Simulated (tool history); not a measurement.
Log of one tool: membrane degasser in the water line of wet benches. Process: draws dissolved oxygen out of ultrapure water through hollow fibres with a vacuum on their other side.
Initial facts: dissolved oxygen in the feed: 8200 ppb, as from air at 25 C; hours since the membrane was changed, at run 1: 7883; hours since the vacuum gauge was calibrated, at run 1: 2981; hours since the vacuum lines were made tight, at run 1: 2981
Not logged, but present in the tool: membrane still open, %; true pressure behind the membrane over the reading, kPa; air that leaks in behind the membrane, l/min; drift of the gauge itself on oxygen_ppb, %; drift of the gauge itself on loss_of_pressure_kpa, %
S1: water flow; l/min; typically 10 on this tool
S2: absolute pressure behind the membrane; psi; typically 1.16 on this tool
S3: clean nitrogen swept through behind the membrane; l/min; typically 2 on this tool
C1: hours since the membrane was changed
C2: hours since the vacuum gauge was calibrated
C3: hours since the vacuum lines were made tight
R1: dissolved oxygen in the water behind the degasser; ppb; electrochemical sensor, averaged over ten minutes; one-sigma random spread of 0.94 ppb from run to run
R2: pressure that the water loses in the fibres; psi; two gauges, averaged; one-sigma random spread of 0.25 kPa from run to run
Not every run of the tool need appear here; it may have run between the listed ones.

{"run": 1, "hour": 0.0, "S1": 10, "S2": 1.16, "S3": 2, "C1": 7883, "C2": 2981, "C3": 2981, "R1": 109.7, "R2": 10.341}
{"hour": 33.7, "done": "seals of the vacuum lines changed"}
{"run": 2, "hour": 159.6, "S1": 10, "S2": 1.16, "S3": 5.93, "C1": 8041, "C2": 3139, "C3": 126, "R1": 69, "R2": 10.375}
{"hour": 266.4, "done": "vacuum gauge calibrated"}
{"hour": 373.3, "done": "membrane cartridge changed"}
{"run": 3, "hour": 509.8, "S1": 10, "S2": 1.16, "S3": 2, "C1": 137, "C2": 239, "C3": 472, "R1": 91.4, "R2": 9.539}
{"run": 4, "hour": 841.7, "S1": 10, "S2": 1.16, "S3": 2, "C1": 468, "C2": 571, "C3": 804, "R1": 93.7, "R2": 9.678}
{"run": 5, "hour": 1096.2, "S1": 10, "S2": 1.16, "S3": 2, "C1": 723, "C2": 826, "C3": 1058, "R1": 94.3, "R2": 9.699}
{"hour": 1383.1, "done": "vacuum gauge calibrated, once more"}
{"run": 6, "hour": 1383.1, "S1": 10, "S2": 1.353, "S3": 2, "C1": 1009, "C2": 0, "C3": 1344, "R1": 106.1, "R2": 9.661}
{"run": 7, "hour": 1565.1, "S1": 10, "S2": 1.353, "S3": 2, "C1": 1191, "C2": 182, "C3": 1526, "R1": 106.1, "R2": 9.744}
{"run": 8, "hour": 1865.9, "S1": 10, "S2": 1.266, "S3": 2, "C1": 1492, "C2": 483, "C3": 1827, "R1": 101.9, "R2": 9.774}
{"run": 9, "hour": 2204.1, "S1": 10, "S2": 1.266, "S3": 2, "C1": 1830, "C2": 821, "C3": 2165, "R1": 103.5, "R2": 9.77}
{"run": 10, "hour": 2521.3, "S1": 10, "S2": 1.266, "S3": 2, "C1": 2147, "C2": 1138, "C3": 2483, "R1": 104.1, "R2": 9.816}
{"run": 11, "hour": 2700.3, "S1": 10, "S2": 1.266, "S3": 2, "C1": 2327, "C2": 1317, "C3": 2662, "R1": 103.9, "R2": 9.802}
{"run": 12, "hour": 3013.1, "S1": 10, "S2": 1.266, "S3": 2, "C1": 2639, "C2": 1630, "C3": 2974, "R1": 104.1, "R2": 9.87}
{"hour": 3070.7, "done": "seals of the vacuum lines changed"}
{"run": 13, "hour": 3353.6, "S1": 10, "S2": 1.266, "S3": 2, "C1": 2978, "C2": 1968, "C3": 283, "R1": 105.5, "R2": 9.939}
{"run": 14, "hour": 3693.4, "S1": 10, "S2": 1.266, "S3": 2, "C1": 3318, "C2": 2308, "C3": 623, "R1": 107.2, "R2": 9.928}
{"run": 15, "hour": 3883.4, "S1": 10, "S2": 1.266, "S3": 2, "C1": 3508, "C2": 2498, "C3": 813, "R1": 106.5, "R2": 9.881}
{"run": 16, "hour": 4132.9, "S1": 13, "S2": 1.266, "S3": 2, "C1": 3757, "C2": 2748, "C3": 1062, "R1": 152.5, "R2": 12.969}
{"run": 17, "hour": 4272.0, "S1": 16, "S2": 1.904, "S3": 1.44, "C1": 3896, "C2": 2887, "C3": 1201, "R1": 349.5, "R2": 15.916}

Forecast run 18:
{"run": 18, "hour": 4555.8, "S1": 15, "S2": 0.701, "S3": 1.49, "C1": 4180, "C2": 3171, "C3": 1485, "R1": "?", "R2": "?"}

R1: 127.9 ppb
R2: 15.056 psi
With no hidden state in the tool, this same run would have given R1 107.3 ppb, R2 14.423 psi.
